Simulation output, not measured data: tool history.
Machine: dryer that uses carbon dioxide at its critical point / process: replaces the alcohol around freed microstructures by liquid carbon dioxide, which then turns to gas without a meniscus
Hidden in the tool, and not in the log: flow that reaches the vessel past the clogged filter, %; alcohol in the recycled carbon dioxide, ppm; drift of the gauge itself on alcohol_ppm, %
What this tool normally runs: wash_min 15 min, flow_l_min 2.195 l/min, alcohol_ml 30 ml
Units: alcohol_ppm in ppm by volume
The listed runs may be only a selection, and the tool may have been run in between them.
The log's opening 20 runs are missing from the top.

| run | hour | wash_min | flow_l_min | alcohol_ml | hours of work since the filter was changed | hours of work since the purifier's bed was changed | alcohol_ppm |
|---|---|---|---|---|---|---|---|
| 21 | 797.5 | 10 | 1.48 | 30 | 224 | 607 | 597 |
| 22 | 851.8 | 10 | 1.66 | 30 | 241 | 623 | 443 |
| 23 | 884.3 | 14 | 1.66 | 63 | 251 | 633 | 311 |
| 24 | 926.5 | 18 | 1.53 | 63 | 264 | 646 | 168 |
| 25 | 961.4 | 18 | 1.53 | 63 | 274 | 657 | 170 |
| 26 | 996 | 18 | 1.53 | 63 | 285 | 668 | 171 |
| 27 | 1040.7 | 18 | 1.53 | 65 | 299 | 682 | 179 |
| 28 | 1079.4 | 15 | 3.16 | 30 | 311 | 693 | 31 |
| 29 | 1127.8 | 15 | 3.16 | 30 | 326 | 708 | 32 |
| 30 | 1182.5 | 15 | 2.195 | 38 | 342 | 725 | 67 |
| 31 | 1227.9 | 22 | 2.195 | 38 | 356 | 739 | 34 |
| 32 | 1261.2 | 17 | 2.97 | 82 | 367 | 749 | 33 |

Alternative continuations, all from the tool just after run 32; predict every row:
| A | 1287.1 | 15 | 2.13 | 30 | 375 | 757 | ? |
| B | 1287.1 | 18 | 2.97 | 100 | 375 | 757 | ? |
| C | 1287.1 | 9 | 1.88 | 52 | 375 | 757 | ? |

| run | alcohol_ppm |
|---|---|
| A | 70 |
| B | 28 |
| C | 818 |
What these runs would have given with no unlogged condition in the tool:
| run | alcohol_ppm |
|---|---|
| A | 27 |
| B | 2 |
| C | 540 |
